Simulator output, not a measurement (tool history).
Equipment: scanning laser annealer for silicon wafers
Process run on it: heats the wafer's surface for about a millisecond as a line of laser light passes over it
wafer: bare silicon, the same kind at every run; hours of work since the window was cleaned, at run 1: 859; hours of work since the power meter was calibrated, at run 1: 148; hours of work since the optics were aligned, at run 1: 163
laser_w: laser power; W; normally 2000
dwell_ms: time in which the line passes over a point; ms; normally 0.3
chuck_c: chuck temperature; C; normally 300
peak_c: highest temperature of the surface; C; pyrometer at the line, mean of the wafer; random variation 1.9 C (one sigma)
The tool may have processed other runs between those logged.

run     day  laser_w  dwell_ms  chuck_c  hours of work since the window was cleaned  hours of work since the power meter was calibrated  hours of work since the optics were aligned  peak_c
  1       0     2000       0.3      300                                         859                                                 148                                          163    1115
  2   0.667     2000       0.3      300                                         868                                                 158                                          172    1116
  3    1.15     2000       0.3      300                                         875                                                 164                                          178    1115
  4   1.654     2000       0.3      300                                         882                                                 171                                          185    1113
  5   2.375     2000       0.3      300                                         892                                                 181                                          195    1116
  6   3.338     2000     0.315      300                                         905                                                 195                                          209    1137
  7   4.238     2000       0.3      317                                         918                                                 207                                          221    1132
  8     5.3     2000       0.3      317                                         933                                                 222                                          236    1130
      5.442  -- window over the wafer cleaned
  9   5.942     2156       0.3      300                                           7                                                 230                                          244    1170
 10   6.621     2000       0.3      300                                          16                                                 239                                          253    1115
 11   7.712     2000       0.3      300                                          32                                                 254                                          268    1110
 12   8.358     2000       0.3      300                                          40                                                 263                                          277    1114
 13   9.362     2000       0.3      300                                          54                                                 277                                          291    1115
 14  10.292     2000       0.3      300                                          67                                                 290                                          304    1113
 15  11.104     2000       0.3      300                                          79                                                 301                                          315    1115
 16  11.738     2000       0.3      300                                          87                                                 310                                          324    1112
 17  12.296     2000       0.3      300                                          95                                                 318                                          332    1116
 18  12.992     1951       0.3      300                                         105                                                 327                                          342    1100
 19    13.7     2000       0.3      282                                         115                                                 337                                          351    1097
 20  14.242     2000       0.3      282                                         122                                                 345                                          359    1093
 21  14.917     2000     0.212      264                                         131                                                 354                                          368     926
 22  15.867     1783     0.344      315                                         145                                                 367                                          381    1108
 23  16.354     1783     0.344      315                                         151                                                 374                                          388    1112
 24  17.183     1783     0.344      315                                         163                                                 385                                          400    1109
 25  18.229     1717       0.3      299                                         177                                                 400                                          414    1005
 26  19.021     1717     0.351      334                                         188                                                 411                                          425    1111
 27  20.025     1717     0.351      334                                         202                                                 425                                          439    1110
 28  20.571     1715       0.3      289                                         210                                                 433                                          447    1000
 29  21.588     1715       0.3      289                                         224                                                 447                                          461     997
 30  22.621     1715       0.3      289                                         238                                                 461                                          475     997
 31  23.692     1803     0.315      266                                         253                                                 476                                          490    1029
 32  24.546     1803     0.274      272                                         265                                                 488                                          502     974
 33    25.3     2000      0.29      300                                         275                                                 498                                          512    1097
 34  26.283     1998     0.238      326                                         289                                                 512                                          526    1037
 35  26.775     2000     0.256      300                                         296                                                 519                                          533    1040
 36  27.729     2097      0.35      278                                         309                                                 532                                          546    1204
 37  28.633     2166      0.36      300                                         322                                                 544                                          558    1275
 38  29.154     1711     0.234      309                                         329                                                 552                                          566     920
 39  29.708     1711     0.234      309                                         337                                                 559                                          573     919
 40    30.7     1711     0.234      309                                         350                                                 573                                          587     916

Describe how what the log doesn't record of the tool's condition differs between the last listed run preceding each entry between runs and the first listed run following it.
In the gap between runs 8 and 9: window over the wafer cleaned (day 5.442)
  light that passes the window, % of a clean one's: 99.92 -> 100
